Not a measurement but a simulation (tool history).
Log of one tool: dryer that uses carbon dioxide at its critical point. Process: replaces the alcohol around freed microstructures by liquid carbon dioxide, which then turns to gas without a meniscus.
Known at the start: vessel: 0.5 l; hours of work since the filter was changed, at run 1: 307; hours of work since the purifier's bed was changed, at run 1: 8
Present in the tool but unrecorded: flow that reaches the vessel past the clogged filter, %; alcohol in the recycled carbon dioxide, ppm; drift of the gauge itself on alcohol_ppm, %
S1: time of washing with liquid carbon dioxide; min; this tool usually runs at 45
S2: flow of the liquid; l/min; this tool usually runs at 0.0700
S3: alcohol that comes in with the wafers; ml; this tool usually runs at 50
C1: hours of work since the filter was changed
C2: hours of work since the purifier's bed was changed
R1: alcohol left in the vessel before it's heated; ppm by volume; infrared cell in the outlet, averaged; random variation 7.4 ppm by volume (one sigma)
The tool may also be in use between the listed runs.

run   hour  S1      S2  S3   C1   C2    R1
  1    0.0  45  0.0700  50  307    8   541
  2   10.8  45  0.0819  50  311   11   228
  3   33.3  45  0.0700  50  318   19   568
  4   50.0  55  0.0700  50  324   24   181
  5   62.5  45  0.0700  50  328   29   578
  6   79.7  45  0.0700  50  334   34   551
  7   92.8  45  0.0700  50  338   39   568
     108.8  -- inlet filter changed
  8  112.6  45  0.0700  50    1   45   390
  9  124.3  45  0.0700  50    5   49   378
 10  138.8  45  0.0700  50   10   54   392
 11  160.3  45  0.0700  50   17   61   390
 12  176.3  45  0.0700  77   23   66   604
 13  187.7  45  0.0700  77   26   70   587
 14  199.8  45  0.0700  77   30   74   596
 15  209.2  45  0.0700  77   34   77   613
 16  219.0  45  0.0700  50   37   80   398
 17  235.6  45  0.0700  50   42   86   401
 18  256.8  58  0.0665  50   49   93   120
 19  270.0  58  0.0665  50   54   97   131
 20  285.5  58  0.0940  50   59  103    25
 21  302.0  38  0.0828  30   64  108   270
 22  319.7  27  0.0828  98   70  114  4049
 23  338.1  59  0.0700  22   77  120    47
 24  352.7  70  0.0700  50   81  125    33
 25  372.0  54  0.0700  50   88  132   153
 26  390.3  30  0.0533  62   94  138  7571
 27  406.2  32  0.0533  62   99  143  6226
 28  423.5  32  0.0533  62  105  149  6223
 29  444.6  34  0.0793  81  112  156  1570
 30  458.4  43  0.0536  42  117  160  1521
 31  471.8  43  0.0421  24  121  165  2020
 32  483.1  72  0.0777  59  125  169    25
 33  493.9  45  0.0663  78  129  172   927

Predict each of these 4 candidate next runs independently; none follows another, all start after run 33:
  A  511.2  45  0.0663   91  134  178   ?
  B  511.2  29  0.0700   50  134  178   ?
  C  511.2  45  0.0700   39  134  178   ?
  D  511.2  45  0.0700  103  134  178   ?

run    R1
  A  1079
  B  3074
  C   363
  D   922
Without the tool's unlogged condition, the same runs would have read:
run    R1
  A   874
  B  2675
  C   284
  D   737
